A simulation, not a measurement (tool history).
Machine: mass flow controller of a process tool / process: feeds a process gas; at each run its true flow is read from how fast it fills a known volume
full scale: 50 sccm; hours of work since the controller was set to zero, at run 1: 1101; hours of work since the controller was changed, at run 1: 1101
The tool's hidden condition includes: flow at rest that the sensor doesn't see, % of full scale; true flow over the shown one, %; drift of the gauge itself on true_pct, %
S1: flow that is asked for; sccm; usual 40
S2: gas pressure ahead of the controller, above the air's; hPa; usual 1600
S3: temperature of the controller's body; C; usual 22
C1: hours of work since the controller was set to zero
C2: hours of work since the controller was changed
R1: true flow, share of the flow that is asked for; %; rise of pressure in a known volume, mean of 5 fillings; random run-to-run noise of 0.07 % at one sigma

Run 1, day 0: usual settings; C1 1101; C2 1101. Result: R1 99.97 %.
Run 2, day 5.154: usual settings; C1 1168; C2 1168. Result: R1 100.02 %.
Run 3, day 10.188: usual settings but S2 2560 hPa; C1 1233; C2 1233. Result: R1 100.53 %.
Run 4, day 13.696: usual settings but S2 2560 hPa; C1 1278; C2 1278. Result: R1 100.44 %.
Run 5, day 18.217: usual settings but S2 2560 hPa; C1 1336; C2 1336. Result: R1 100.52 %.
Run 6, day 22.042: usual settings; C1 1386; C2 1386. Result: R1 100 %.
Run 7, day 26.021: usual settings; C1 1437; C2 1437. Result: R1 100.15 %.
Run 8, day 30.754: usual settings but S1 30 sccm; C1 1498; C2 1498. Result: R1 99.62 %.
Run 9, day 35.012: usual settings but S1 47 sccm; C1 1553; C2 1553. Result: R1 100.52 %.
Run 10, day 37.4: usual settings but S1 47 sccm; C1 1584; C2 1584. Result: R1 100.51 %.
Run 11, day 39.638: usual settings; C1 1613; C2 1613. Result: R1 100.15 %.
Run 12, day 43.242: usual settings; C1 1659; C2 1659. Result: R1 100.26 %.
Run 13, day 45.688: usual settings; C1 1691; C2 1691. Result: R1 100.3 %.
Run 14, day 49.925: usual settings; C1 1745; C2 1745. Result: R1 100.11 %.
Run 15, day 52.992: usual settings; C1 1785; C2 1785. Result: R1 100.26 %.
Run 16, day 56.096: usual settings; C1 1825; C2 1825. Result: R1 100.26 %.
Run 17, day 59.475: usual settings but S3 26 C; C1 1869; C2 1869. Result: R1 100.18 %.
Run 18, day 62.575: usual settings but S3 26 C; C1 1909; C2 1909. Result: R1 100.3 %.
Run 19, day 65.638: usual settings but S2 2640 hPa, S3 26 C; C1 1948; C2 1948. Result: R1 100.75 %.
Run 20, day 69.967: usual settings but S2 2200 hPa; C1 2004; C2 2004. Result: R1 100.63 %.
Run 21, day 74.138: usual settings; C1 2058; C2 2058. Result: R1 100.37 %.
Run 22, day 77.729: usual settings; C1 2104; C2 2104. Result: R1 100.29 %.
Run 23, day 81.6: usual settings; C1 2154; C2 2154. Result: R1 100.45 %.
Run 24, day 86.579: usual settings; C1 2218; C2 2218. Result: R1 100.46 %.
Run 25, day 90.792: usual settings but S1 9 sccm, S2 1670 hPa, S3 25 C; C1 2273; C2 2273. Result: R1 99.82 %.
Run 26, day 94.596: usual settings but S1 14 sccm, S2 2290 hPa, S3 25 C; C1 2322; C2 2322. Result: R1 99.93 %.
Run 27, day 99.1: usual settings but S1 14 sccm, S2 2290 hPa, S3 25 C; C1 2380; C2 2380. Result: R1 100 %.
Run 28, day 102.729: usual settings but S1 14 sccm, S2 2290 hPa, S3 25 C; C1 2427; C2 2427. Result: R1 99.95 %.
Run 29, day 105.888: usual settings but S1 39 sccm, S2 2700 hPa; C1 2467; C2 2467. Result: R1 101.12 %.
Run 30, day 108.4: usual settings but S1 39 sccm, S2 2700 hPa; C1 2500; C2 2500. Result: R1 101.18 %.
Run 31, day 112.117: usual settings but S1 9 sccm, S2 2420 hPa; C1 2548; C2 2548. Result: R1 100.43 %.
Run 32, day 115.688: usual settings but S3 28 C; C1 2594; C2 2594. Result: R1 100.34 %.
Run 33, day 120.508: usual settings but S1 44 sccm, S3 35 C; C1 2656; C2 2656. Result: R1 100.4 %.
Run 34, day 124.725: usual settings but S1 44 sccm, S3 35 C; C1 2710; C2 2710. Result: R1 100.37 %.
Run 35, day 128.338: usual settings but S1 44 sccm, S2 1610 hPa; C1 2757; C2 2757. Result: R1 100.79 %.
Run 36, day 133.071: usual settings but S1 44 sccm, S2 1610 hPa; C1 2818; C2 2818. Result: R1 100.98 %.
Run 37, day 137.212: usual settings but S2 1540 hPa, S3 23 C; C1 2872; C2 2872. Result: R1 100.6 %.
Run 38, day 142.462: usual settings but S2 1800 hPa; C1 2939; C2 2939. Result: R1 100.79 %.
Run 39, day 145.733: usual settings but S2 1800 hPa; C1 2982; C2 2982. Result: R1 100.8 %.
Run 40, day 149.9: usual settings but S1 12 sccm, S2 1690 hPa, S3 21 C; C1 3035; C2 3035. Result: R1 100.22 %.
Run 41, day 153.417: usual settings but S1 39 sccm; C1 3081; C2 3081. Result: R1 100.76 %.
Run 42, day 157.733: usual settings but S1 39 sccm, S2 2280 hPa; C1 3136; C2 3136. Result: R1 101.28 %.
Run 43, day 160.875: usual settings but S1 8 sccm, S3 28 C; C1 3177; C2 3177. Result: R1 100.3 %.
Run 44, day 165.008: usual settings but S1 38 sccm, S3 28 C; C1 3230; C2 3230. Result: R1 100.55 %.
Run 45, day 167.217: usual settings but S1 38 sccm, S3 28 C; C1 3259; C2 3259. Result: R1 100.56 %.
Run 46, day 170.892: usual settings but S1 6 sccm, S3 28 C; C1 3306; C2 3306. Result: R1 101.14 %.
Run 47, day 174.375: usual settings but S1 7 sccm; C1 3351; C2 3351. Result: R1 101.12 %.
Run 48, day 179.008: usual settings but S1 34 sccm, S2 2190 hPa; C1 3411; C2 3411. Result: R1 101.01 %.

Below are 5 alternative next runs, each starting from the tool's condition after run 48. Predict each:
Run A, day 182.1: usual settings but S1 5 sccm, S2 2770 hPa; C1 3451; C2 3451. Result: R1 ?.
Run B, day 182.1: usual settings but S1 37 sccm, S3 33 C; C1 3451; C2 3451. Result: R1 ?.
Run C, day 182.1: usual settings but S2 1910 hPa; C1 3451; C2 3451. Result: R1 ?.
Run D, day 182.1: usual settings but S1 25 sccm, S2 2190 hPa, S3 36 C; C1 3451; C2 3451. Result: R1 ?.
Run E, day 182.1: usual settings but S1 18 sccm, S2 2190 hPa, S3 26 C; C1 3451; C2 3451. Result: R1 ?.

run      R1
  A  102.55
  B  100.52
  C  101.15
  D  100.19
  E  100.35
Stripped of hidden state, with their random variation kept, the same runs would have yielded:
run     R1
  A  98.02
  B  98.87
  C  99.53
  D  98.32
  E  98.22
